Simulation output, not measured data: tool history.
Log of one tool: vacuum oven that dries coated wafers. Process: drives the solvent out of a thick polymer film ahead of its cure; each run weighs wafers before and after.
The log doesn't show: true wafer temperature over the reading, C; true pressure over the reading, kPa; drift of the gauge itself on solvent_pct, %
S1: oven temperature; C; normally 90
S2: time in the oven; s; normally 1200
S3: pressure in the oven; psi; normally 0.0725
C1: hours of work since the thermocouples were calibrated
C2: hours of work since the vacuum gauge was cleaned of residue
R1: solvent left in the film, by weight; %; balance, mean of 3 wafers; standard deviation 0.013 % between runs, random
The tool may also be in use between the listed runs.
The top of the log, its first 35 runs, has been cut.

| run | hour | S1 | S2 | S3 | C1 | C2 | R1 |
|---|---|---|---|---|---|---|---|
| 36 | 329.4 | 102 | 1020 | 0.0725 | 467 | 340 | 0.13 |
| 37 | 340.4 | 102 | 1020 | 0.0725 | 473 | 346 | 0.13 |
| 38 | 346.9 | 102 | 1020 | 0.0725 | 477 | 349 | 0.14 |
| 39 | 352.8 | 102 | 1020 | 0.0725 | 480 | 352 | 0.12 |
| 40 | 365.4 | 102 | 1020 | 0.0725 | 486 | 359 | 0.12 |
| 41 | 372.5 | 102 | 780 | 0.0725 | 490 | 363 | 0.28 |
| 42 | 381.0 | 102 | 1380 | 0.0413 | 495 | 367 | 0.03 |
| 43 | 386.6 | 85 | 1620 | 0.0725 | 498 | 370 | 0.81 |
| 44 | 398.1 | 90 | 1200 | 0.1707 | 504 | 376 | 0.87 |
| 45 | 409.3 | 89 | 1140 | 0.1133 | 510 | 382 | 1.01 |
| 46 | 416.0 | 89 | 1140 | 0.1133 | 513 | 386 | 1.00 |

5 ways to go on from here, each from the tool as it stands after run 46. What would each give?
| A | 427.0 | 100 | 900 | 0.2455 | 519 | 392 | ? |
| B | 427.0 | 77 | 720 | 0.0386 | 519 | 392 | ? |
| C | 427.0 | 80 | 780 | 0.1955 | 519 | 392 | ? |
| D | 427.0 | 89 | 1260 | 0.1133 | 519 | 392 | ? |
| E | 427.0 | 89 | 1140 | 0.0593 | 519 | 392 | ? |

| run | R1 |
|---|---|
| A | 0.44 |
| B | 5.39 |
| C | 4.49 |
| D | 0.81 |
| E | 0.93 |
The same runs, with their run-to-run variation unchanged, on a tool lacking any hidden condition would have given:
| run | R1 |
|---|---|
| A | 0.44 |
| B | 5.39 |
| C | 4.49 |
| D | 0.81 |
| E | 0.93 |
